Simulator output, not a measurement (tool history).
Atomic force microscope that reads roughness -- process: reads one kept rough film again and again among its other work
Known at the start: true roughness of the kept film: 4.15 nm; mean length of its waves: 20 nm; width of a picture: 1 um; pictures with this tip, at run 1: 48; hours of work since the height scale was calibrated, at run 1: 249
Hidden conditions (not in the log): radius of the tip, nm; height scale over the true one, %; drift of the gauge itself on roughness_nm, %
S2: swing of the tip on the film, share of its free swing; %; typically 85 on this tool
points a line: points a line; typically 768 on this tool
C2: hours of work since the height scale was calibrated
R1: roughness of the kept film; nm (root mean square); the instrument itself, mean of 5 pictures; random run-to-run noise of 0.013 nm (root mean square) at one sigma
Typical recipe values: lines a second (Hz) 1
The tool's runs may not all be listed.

run 1 hour=0 | lines_a_second_(Hz)=1 S2=85 points_a_line=768 | pictures_with_this_tip=48 C2=249 | R1=2.886
run 2 hour=28.3 | lines_a_second_(Hz)=1 S2=85 points_a_line=768 | pictures_with_this_tip=70 C2=263 | R1=2.776
run 3 hour=56.8 | lines_a_second_(Hz)=1 S2=85 points_a_line=768 | pictures_with_this_tip=92 C2=276 | R1=2.67
run 4 hour=85.9 | lines_a_second_(Hz)=1 S2=85 points_a_line=768 | pictures_with_this_tip=114 C2=290 | R1=2.549
-- hour=90.7 new tip fitted
run 5 hour=113.9 | lines_a_second_(Hz)=1 S2=85 points_a_line=768 | pictures_with_this_tip=18 C2=303 | R1=3.048
run 6 hour=134.8 | lines_a_second_(Hz)=1 S2=85 points_a_line=768 | pictures_with_this_tip=34 C2=313 | R1=2.967
run 7 hour=154.1 | lines_a_second_(Hz)=1 S2=85 points_a_line=768 | pictures_with_this_tip=49 C2=322 | R1=2.871
run 8 hour=178.1 | lines_a_second_(Hz)=1.85 S2=66 points_a_line=647 | pictures_with_this_tip=67 C2=334 | R1=2.812
run 9 hour=204.4 | lines_a_second_(Hz)=1 S2=85 points_a_line=328 | pictures_with_this_tip=88 C2=346 | R1=2.606
run 10 hour=232.2 | lines_a_second_(Hz)=1 S2=85 points_a_line=328 | pictures_with_this_tip=109 C2=359 | R1=2.512

What does the tool deliver on the next run?
-- hour=242.5 new tip fitted
run 11 hour=257.4 | lines_a_second_(Hz)=2.77 S2=71 points_a_line=768 | pictures_with_this_tip=11 C2=371 | R1=?

{"run 11": {"R1": 3.028}}
The same run, on a tool lacking any hidden state, would have yielded R1 3.093 nm (root mean square).
